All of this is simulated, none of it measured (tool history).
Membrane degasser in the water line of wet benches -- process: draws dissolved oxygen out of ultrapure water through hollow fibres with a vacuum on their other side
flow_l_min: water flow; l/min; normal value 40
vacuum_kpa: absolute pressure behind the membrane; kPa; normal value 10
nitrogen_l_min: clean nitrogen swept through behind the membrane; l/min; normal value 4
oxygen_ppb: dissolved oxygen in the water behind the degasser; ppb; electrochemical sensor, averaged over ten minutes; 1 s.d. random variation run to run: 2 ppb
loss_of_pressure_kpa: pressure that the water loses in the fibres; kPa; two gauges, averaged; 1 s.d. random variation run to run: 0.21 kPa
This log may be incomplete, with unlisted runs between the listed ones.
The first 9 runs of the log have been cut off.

Run 10, day 15.75: usual settings. Result: oxygen_ppb 201.5 ppb, loss_of_pressure_kpa 48.04 kPa.
Run 11, day 17.996: usual settings. Result: oxygen_ppb 199.1 ppb, loss_of_pressure_kpa 48.36 kPa.
Run 12, day 19.475: usual settings. Result: oxygen_ppb 199.9 ppb, loss_of_pressure_kpa 48.13 kPa.
Run 13, day 20.546: usual settings. Result: oxygen_ppb 200.7 ppb, loss_of_pressure_kpa 48.16 kPa.
Run 14, day 22.392: usual settings. Result: oxygen_ppb 201.7 ppb, loss_of_pressure_kpa 47.96 kPa.
Run 15, day 24.65: usual settings. Result: oxygen_ppb 202.1 ppb, loss_of_pressure_kpa 48.2 kPa.
Run 16, day 25.875: usual settings. Result: oxygen_ppb 199.3 ppb, loss_of_pressure_kpa 48.3 kPa.
Run 17, day 27.838: usual settings. Result: oxygen_ppb 198.6 ppb, loss_of_pressure_kpa 48.27 kPa.
Run 18, day 30.012: usual settings but flow_l_min 36 l/min, vacuum_kpa 22.7 kPa, nitrogen_l_min 2.11 l/min. Result: oxygen_ppb 739.3 ppb, loss_of_pressure_kpa 43.2 kPa.
Run 19, day 31.521: usual settings but flow_l_min 43 l/min, vacuum_kpa 20.6 kPa, nitrogen_l_min 2.91 l/min. Result: oxygen_ppb 602.3 ppb, loss_of_pressure_kpa 51.84 kPa.
Run 20, day 33.712: usual settings but vacuum_kpa 20.3 kPa, nitrogen_l_min 5.2 l/min. Result: oxygen_ppb 346.4 ppb, loss_of_pressure_kpa 47.98 kPa.
Run 21, day 34.817: usual settings but flow_l_min 36 l/min, nitrogen_l_min 4.67 l/min. Result: oxygen_ppb 158.4 ppb, loss_of_pressure_kpa 43.07 kPa.
Run 22, day 36.758: usual settings but flow_l_min 52 l/min, nitrogen_l_min 2.17 l/min. Result: oxygen_ppb 404.1 ppb, loss_of_pressure_kpa 62.66 kPa.
Run 23, day 38.588: usual settings but flow_l_min 52 l/min, vacuum_kpa 10.3 kPa, nitrogen_l_min 3.76 l/min. Result: oxygen_ppb 285 ppb, loss_of_pressure_kpa 62.09 kPa.
Run 24, day 40.325: usual settings but vacuum_kpa 11.9 kPa, nitrogen_l_min 9.25 l/min. Result: oxygen_ppb 135.4 ppb, loss_of_pressure_kpa 47.71 kPa.
Run 25, day 41.683: usual settings but vacuum_kpa 11.9 kPa, nitrogen_l_min 9.25 l/min. Result: oxygen_ppb 134.5 ppb, loss_of_pressure_kpa 47.67 kPa.
Run 26, day 43.204: usual settings but vacuum_kpa 19.3 kPa, nitrogen_l_min 6.39 l/min. Result: oxygen_ppb 274.3 ppb, loss_of_pressure_kpa 47.44 kPa.
Run 27, day 44.192: usual settings but flow_l_min 31 l/min, vacuum_kpa 8.5 kPa, nitrogen_l_min 2.49 l/min. Result: oxygen_ppb 178.5 ppb, loss_of_pressure_kpa 36.72 kPa.
Run 28, day 45.638: usual settings but flow_l_min 62 l/min, vacuum_kpa 8.6 kPa, nitrogen_l_min 3.95 l/min. Result: oxygen_ppb 278.5 ppb, loss_of_pressure_kpa 74.18 kPa.
Run 29, day 46.846: usual settings but flow_l_min 62 l/min, vacuum_kpa 24.5 kPa, nitrogen_l_min 3.12 l/min. Result: oxygen_ppb 929.4 ppb, loss_of_pressure_kpa 74.3 kPa.
Run 30, day 48.838: usual settings but vacuum_kpa 7.5 kPa. Result: oxygen_ppb 145.5 ppb, loss_of_pressure_kpa 47.86 kPa.
At day 49.062: vacuum gauge calibrated.
Run 31, day 50.133: usual settings but vacuum_kpa 7.5 kPa, nitrogen_l_min 2.2 l/min. Result: oxygen_ppb 218 ppb, loss_of_pressure_kpa 47.73 kPa.
Run 32, day 51.95: usual settings but flow_l_min 30 l/min, vacuum_kpa 7.5 kPa, nitrogen_l_min 2.31 l/min. Result: oxygen_ppb 156.7 ppb, loss_of_pressure_kpa 35.76 kPa.
Run 33, day 53.171: usual settings but flow_l_min 44 l/min, vacuum_kpa 11.6 kPa, nitrogen_l_min 5.64 l/min. Result: oxygen_ppb 203.8 ppb, loss_of_pressure_kpa 52.58 kPa.

Predict each of these 3 candidate next runs independently; none follows another, all start after run 33:
Run A, day 54.562: usual settings but flow_l_min 44 l/min, vacuum_kpa 6.8 kPa, nitrogen_l_min 1.64 l/min. Result: oxygen_ppb ?, loss_of_pressure_kpa ?.
Run B, day 54.562: usual settings but flow_l_min 31 l/min, vacuum_kpa 6.8 kPa, nitrogen_l_min 5.64 l/min. Result: oxygen_ppb ?, loss_of_pressure_kpa ?.
Run C, day 54.562: usual settings but flow_l_min 44 l/min, vacuum_kpa 11.6 kPa, nitrogen_l_min 3.39 l/min. Result: oxygen_ppb ?, loss_of_pressure_kpa ?.

run  oxygen_ppb  loss_of_pressure_kpa
  A       255.6                 52.32
  B          78                    37
  C       298.7                 52.19
With no hidden state in the tool, these same runs would have given:
run  oxygen_ppb  loss_of_pressure_kpa
  A       255.4                  53.4
  B        77.9                 37.76
  C       298.5                 53.27
